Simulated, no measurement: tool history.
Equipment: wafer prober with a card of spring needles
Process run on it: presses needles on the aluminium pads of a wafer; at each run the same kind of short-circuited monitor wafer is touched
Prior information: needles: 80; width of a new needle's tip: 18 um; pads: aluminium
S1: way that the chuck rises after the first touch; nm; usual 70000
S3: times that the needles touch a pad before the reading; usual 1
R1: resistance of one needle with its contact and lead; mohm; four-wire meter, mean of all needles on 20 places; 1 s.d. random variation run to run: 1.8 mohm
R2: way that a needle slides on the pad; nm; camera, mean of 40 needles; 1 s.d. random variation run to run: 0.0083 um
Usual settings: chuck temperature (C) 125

Run 1, hour 0.0: usual settings. Result: R1 384 mohm, R2 12823 nm.
Run 2, hour 6.2: usual settings. Result: R1 502 mohm, R2 12818 nm.
At hour 10.4: tips cleaned on abrasive film.
Run 3, hour 12.0: usual settings but S3 2. Result: R1 252 mohm, R2 12819 nm.
Run 4, hour 20.2: usual settings but S3 2. Result: R1 377 mohm, R2 12832 nm.
At hour 23.4: tips cleaned on abrasive film.
Run 5, hour 26.3: usual settings but S3 2. Result: R1 294 mohm, R2 12815 nm.
Run 6, hour 34.1: usual settings. Result: R1 506 mohm, R2 12811 nm.
At hour 36.6: tips cleaned on abrasive film.
Run 7, hour 40.3: usual settings. Result: R1 408 mohm, R2 12801 nm.
Run 8, hour 44.2: usual settings. Result: R1 486 mohm, R2 12799 nm.
At hour 49.7: tips cleaned on abrasive film.
Run 9, hour 52.9: usual settings. Result: R1 378 mohm, R2 12798 nm.
At hour 58.5: height of the first contact set anew.
Run 10, hour 61.9: usual settings. Result: R1 514 mohm, R2 12845 nm.
At hour 63.0: tips cleaned on abrasive film.
Run 11, hour 67.5: usual settings. Result: R1 407 mohm, R2 12832 nm.
At hour 75.7: tips cleaned on abrasive film.
Run 12, hour 76.3: usual settings. Result: R1 252 mohm, R2 12831 nm.
Run 13, hour 85.1: usual settings but S3 2. Result: R1 374 mohm, R2 12837 nm.
At hour 88.4: tips cleaned on abrasive film.
Run 14, hour 93.5: usual settings but S3 2. Result: R1 328 mohm, R2 12809 nm.
Run 15, hour 98.8: usual settings but S3 2. Result: R1 386 mohm, R2 12820 nm.
At hour 101.4: tips cleaned on abrasive film.
Run 16, hour 104.0: usual settings but S3 2. Result: R1 301 mohm, R2 12822 nm.
Run 17, hour 111.8: usual settings but S3 2. Result: R1 387 mohm, R2 12826 nm.
At hour 114.3: tips cleaned on abrasive film.
Run 18, hour 116.3: usual settings but S3 2. Result: R1 277 mohm, R2 12805 nm.
Run 19, hour 122.1: usual settings but S1 59000 nm, chuck temperature (C) 118, S3 2. Result: R1 443 mohm, R2 10800 nm.
At hour 127.2: tips cleaned on abrasive film.
Run 20, hour 128.9: usual settings but chuck temperature (C) 87. Result: R1 307 mohm, R2 12796 nm.
Run 21, hour 135.8: usual settings but S1 72000 nm, chuck temperature (C) 33, S3 3. Result: R1 286 mohm, R2 13182 nm.
At hour 140.4: tips cleaned on abrasive film.
Run 22, hour 142.6: usual settings but S1 67000 nm. Result: R1 364 mohm, R2 12239 nm.
Run 23, hour 146.3: usual settings but S1 55000 nm, chuck temperature (C) 38, S3 2. Result: R1 476 mohm, R2 10032 nm.
At hour 150.7: height of the first contact set anew.
Run 24, hour 152.4: usual settings but chuck temperature (C) 56, S3 3. Result: R1 304 mohm, R2 12856 nm.
At hour 153.7: tips cleaned on abrasive film.
Run 25, hour 160.7: usual settings but S1 73000 nm, chuck temperature (C) 59. Result: R1 460 mohm, R2 13396 nm.
Run 26, hour 164.5: usual settings but S1 65000 nm, chuck temperature (C) 37, S3 2. Result: R1 422 mohm, R2 11908 nm.
At hour 166.7: tips cleaned on abrasive film.
Run 27, hour 168.5: usual settings but S1 65000 nm, chuck temperature (C) 37, S3 2. Result: R1 272 mohm, R2 11909 nm.
Run 28, hour 175.3: usual settings but S1 56000 nm, chuck temperature (C) 53, S3 2. Result: R1 499 mohm, R2 10255 nm.
At hour 179.4: tips cleaned on abrasive film.
Run 29, hour 181.6: usual settings but chuck temperature (C) 64, S3 2. Result: R1 279 mohm, R2 12824 nm.
Run 30, hour 185.9: usual settings but chuck temperature (C) 64, S3 2. Result: R1 367 mohm, R2 12836 nm.
Run 31, hour 191.8: usual settings but chuck temperature (C) 73. Result: R1 549 mohm, R2 12825 nm.
At hour 192.6: tips cleaned on abrasive film.
Run 32, hour 196.9: usual settings but S1 51000 nm. Result: R1 613 mohm, R2 9329 nm.
Run 33, hour 204.8: usual settings but S1 51000 nm. Result: R1 809 mohm, R2 9324 nm.

Consider 5 possible next runs. They are alternatives, not a sequence: every one starts from the tool as it was left by run 33. What does each give?
At hour 205.3: tips cleaned on abrasive film.
Run A, hour 211.4: usual settings but S1 87000 nm, chuck temperature (C) 117, S3 2. Result: R1 ?, R2 ?.
At hour 205.3: tips cleaned on abrasive film.
Run B, hour 211.4: usual settings but S1 75000 nm, chuck temperature (C) 84. Result: R1 ?, R2 ?.
At hour 205.3: tips cleaned on abrasive film.
Run C, hour 211.4: usual settings but S1 58000 nm, chuck temperature (C) 49, S3 2. Result: R1 ?, R2 ?.
At hour 205.3: tips cleaned on abrasive film.
Run D, hour 211.4: usual settings but chuck temperature (C) 68. Result: R1 ?, R2 ?.
At hour 205.3: tips cleaned on abrasive film.
Run E, hour 211.4: usual settings but S1 51000 nm. Result: R1 ?, R2 ?.

run   R1     R2
  A  290  15905
  B  437  13721
  C  443  10587
  D  477  12807
  E  702   9311
What these runs would have given with no unlogged condition in the tool:
run   R1     R2
  A  176  15958
  B  172  13774
  C  172  10640
  D  171  12860
  E  195   9364
